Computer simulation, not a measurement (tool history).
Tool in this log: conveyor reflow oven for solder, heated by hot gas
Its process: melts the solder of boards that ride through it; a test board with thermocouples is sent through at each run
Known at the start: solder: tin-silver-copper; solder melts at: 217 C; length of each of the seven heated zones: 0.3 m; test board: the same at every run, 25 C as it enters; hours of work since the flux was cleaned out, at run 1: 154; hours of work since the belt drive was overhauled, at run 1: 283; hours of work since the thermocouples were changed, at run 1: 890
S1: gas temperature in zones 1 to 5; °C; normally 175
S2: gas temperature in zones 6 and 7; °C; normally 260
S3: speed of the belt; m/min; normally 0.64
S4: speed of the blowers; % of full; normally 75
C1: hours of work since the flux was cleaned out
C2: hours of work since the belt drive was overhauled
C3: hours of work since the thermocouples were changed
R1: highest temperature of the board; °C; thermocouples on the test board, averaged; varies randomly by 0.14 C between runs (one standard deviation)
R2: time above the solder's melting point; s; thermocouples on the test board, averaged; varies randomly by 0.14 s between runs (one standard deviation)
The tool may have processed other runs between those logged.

| run | day | S1 | S2 | S3 | S4 | C1 | C2 | C3 | R1 | R2 |
|---|---|---|---|---|---|---|---|---|---|---|
| 1 | 0 | 175 | 260 | 0.64 | 75 | 154 | 283 | 890 | 241.7 | 34.7 |
| 2 | 1.746 | 166 | 260 | 0.64 | 75 | 185 | 314 | 922 | 239.7 | 30.7 |
| 3 | 3.679 | 166 | 260 | 0.64 | 75 | 220 | 349 | 956 | 239.5 | 30.3 |
| 4 | 5.917 | 166 | 260 | 0.64 | 75 | 260 | 389 | 997 | 239 | 30.4 |
| 5 | 7.838 | 175 | 260 | 0.64 | 75 | 295 | 423 | 1031 | 241 | 34 |
| 6 | 9.508 | 175 | 260 | 0.64 | 75 | 325 | 453 | 1061 | 241 | 33.9 |
| 7 | 11.212 | 175 | 260 | 0.64 | 75 | 355 | 484 | 1092 | 240.6 | 33.6 |
| 8 | 12.271 | 175 | 260 | 0.64 | 76 | 374 | 503 | 1111 | 240.8 | 33.7 |
|  | 12.5 | thermocouples of zones 6 and 7 changed |
| 9 | 13.492 | 175 | 260 | 0.545 | 75 | 395 | 523 | 18 | 243.6 | 44.1 |
| 10 | 15.175 | 170 | 260 | 0.545 | 56 | 425 | 553 | 48 | 235.7 | 32.5 |
|  | 16.767 | flux residue cleaned out of gas plates and filters |
| 11 | 16.804 | 175 | 260 | 0.64 | 54 | 1 | 579 | 74 | 232.5 | 24.5 |
| 12 | 17.85 | 182 | 270 | 0.64 | 75 | 19 | 598 | 92 | 251.1 | 43.4 |
| 13 | 19.65 | 182 | 270 | 0.64 | 75 | 52 | 630 | 125 | 251.1 | 43.6 |
| 14 | 21.65 | 182 | 269 | 0.64 | 75 | 88 | 666 | 160 | 250.2 | 42.9 |
| 15 | 22.638 | 182 | 269 | 0.64 | 75 | 105 | 684 | 178 | 250.3 | 42.9 |

Pick out some run-to-run changes in R1. Of each, how much would a tool without hidden state show as well, from the settings, what came in and chance, and how much is left for the hidden state and any gauge scatter not in both results compared?
Hidden conditions of the tool in this case: heat that the gas passes to the board, % of a clean oven's; belt's true speed, % of the reading; true gas temperature in zones 6 and 7 over the reading, C; drift of the gauge itself on peak_c, C; drift of the gauge itself on liquid_s, %.
Run 10 -> 11: S1 170 -> 175, S3 0.545 -> 0.64, S4 56 -> 54, flux residue cleaned out of gas plates and filters. R1 -3.2 °C: hidden state +2.9, all else -6.1.
Run 11 -> 12: S1 175 -> 182, S2 260 -> 270, S4 54 -> 75. R1 +18.6 °C: hidden state -0.3, all else +18.9.
